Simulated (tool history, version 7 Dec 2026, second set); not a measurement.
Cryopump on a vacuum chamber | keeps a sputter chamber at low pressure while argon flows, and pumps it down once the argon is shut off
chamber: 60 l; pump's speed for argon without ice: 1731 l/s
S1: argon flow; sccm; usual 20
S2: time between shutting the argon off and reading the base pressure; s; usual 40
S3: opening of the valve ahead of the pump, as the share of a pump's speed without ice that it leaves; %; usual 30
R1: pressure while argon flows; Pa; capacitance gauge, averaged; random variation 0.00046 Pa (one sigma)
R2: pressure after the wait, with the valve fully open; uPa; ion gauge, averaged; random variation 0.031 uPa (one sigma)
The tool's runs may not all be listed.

run,hour,S1,S2,S3,R1,R2
1,0,20,40,30,0.0675,2.24
2,56.2,20,40,30,0.0666,2.25
3,117,20,40,30,0.0687,2.23
4,180.6,20,40,30,0.0688,2.23
5,283.3,20,40,30,0.0689,2.25
6,347.8,20,40,30,0.0695,2.34
7,464.2,20,40,28,0.0741,2.43
8,521.6,20,40,28,0.0752,2.49
9,602.4,20,40,28,0.0758,2.46
10,681.5,28,40,30,0.1003,2.54
11,779.7,20,40,30,0.0716,2.57
12,838.2,20,40,30,0.0727,2.61
13,948,20,40,30,0.0725,1.69
14,1052.5,11,56,24,0.0488,1.32
15,1128.7,20,300,22,0.0969,0.54
16,1199.6,30,300,24,0.136,0.52
17,1275.1,36,46,41,0.0861,1.53
18,1376.4,11,26,54,0.0212,2.52
19,1437,11,26,54,0.0209,2.49
20,1499.4,10,93,18,0.0554,0.95
21,1601.3,30,156,21,0.1417,0.72
22,1714.4,12,25,30,0.0406,2.69
23,1770.1,12,25,30,0.0409,2.63
24,1826.5,12,36,31,0.0391,1.96
25,1886.4,12,36,31,0.0386,2.02

Put back what was entered between runs (2 entries, withheld): which listed runs does each sit between, and how does the hidden state differ from the listed run before to the listed run after?
In the gap between runs 12 and 13: leaking fittings of the chamber tightened, without venting (hour 932.5)
  pump's speed, % of a pump's without ice: 74.6 -> 72.7; cold plate's temperature, K: 12.84 -> 12.89; leak into the chamber, uPa l/s: 1480 -> 313
  measured less the result without the state, R1: +0.0071 -> +0.0078 Pa; R2: +0.99 -> +0.08 uPa
In the gap between runs 16 and 17: pump warmed up, emptied and cooled again (hour 1224.2)
  pump's speed, % of a pump's without ice: 68.3 -> 98.8; cold plate's temperature, K: 12.99 -> 13.03; leak into the chamber, uPa l/s: 402 -> 428
  measured less the result without the state, R1: +0.0144 -> +0.0012 Pa; R2: +0.18 -> +0.08 uPa
